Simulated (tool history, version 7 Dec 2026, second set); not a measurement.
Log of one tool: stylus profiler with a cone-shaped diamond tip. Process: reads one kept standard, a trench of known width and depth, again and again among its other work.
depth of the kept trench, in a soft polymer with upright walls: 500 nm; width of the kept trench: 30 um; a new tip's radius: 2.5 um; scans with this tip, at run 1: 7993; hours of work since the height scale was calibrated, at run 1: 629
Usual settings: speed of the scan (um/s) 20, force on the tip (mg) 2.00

run   hour  speed of the scan (um/s)  force on the tip (mg)  scans with this tip  hours of work since the height scale was calibrated  depth of the trench (Å)  width of the trench's floor (um)
  1    0.0                        20                   2.00                 7993                                                  629                   5063.5                             26.16
  2   14.6                        20                   1.05                 8078                                                  636                   5043.1                             26.04
  3   28.5                        15                   2.00                 8158                                                  642                   5065.8                             26.10
  4   43.6                        15                   2.00                 8246                                                  649                   5062.6                             26.14
  5   56.7                        20                   0.79                 8322                                                  655                   5040.0                             26.07
  6   68.7                        20                   0.79                 8392                                                  660                   5040.0                             26.03
  7   77.2                        20                   0.79                 8441                                                  664                   5037.9                             26.03
  8   90.8                        20                   0.79                 8519                                                  670                   5038.7                             26.00
  9  103.1                        20                   0.79                 8591                                                  676                   5040.2                             26.02
 10  113.5                        20                   2.00                 8652                                                  681                   5066.5                             26.02
 11  121.4                        20                   2.00                 8697                                                  684                   5065.7                             26.03
 12  134.0                        20                   2.00                 8770                                                  690                   5063.4                             26.11
 13  144.2                        20                   2.00                 8830                                                  695                   5065.0                             26.03
 14  152.8                        20                   2.00                 8880                                                  699                   5063.1                             26.00
 15  161.5                        20                   2.00                 8930                                                  703                   5064.4                             26.10
 16  168.4                        20                   1.14                 8970                                                  706                   5047.2                             26.01
 17  178.5                        20                   1.31                 9029                                                  711                   5050.5                             25.98
 18  190.3                         5                   2.00                 9098                                                  716                   5063.5                             26.04
 19  201.0                        20                   1.06                 9159                                                  721                   5049.5                             25.95
 20  208.0                        20                   2.36                 9200                                                  724                   5074.1                             26.04
 21  217.3                        20                   2.36                 9254                                                  728                   5073.3                             26.06
 22  231.6                        20                   2.36                 9337                                                  735                   5072.6                             26.02
 23  245.1                        20                   2.36                 9416                                                  741                   5071.6                             25.98
 24  254.1                        20                   2.36                 9468                                                  745                   5071.6                             26.01

Run 25 comes next. What will it give?
 25  267.6                        61                   1.00                 9546                                                  751                        ?                                 ?

{"run 25": {"depth of the trench (Å)": 5046.7, "width of the trench's floor (um)": 25.53}}
Without the tool's hidden state the same run would have given depth of the trench (Å) 5032.2, width of the trench's floor (um) 26.41.
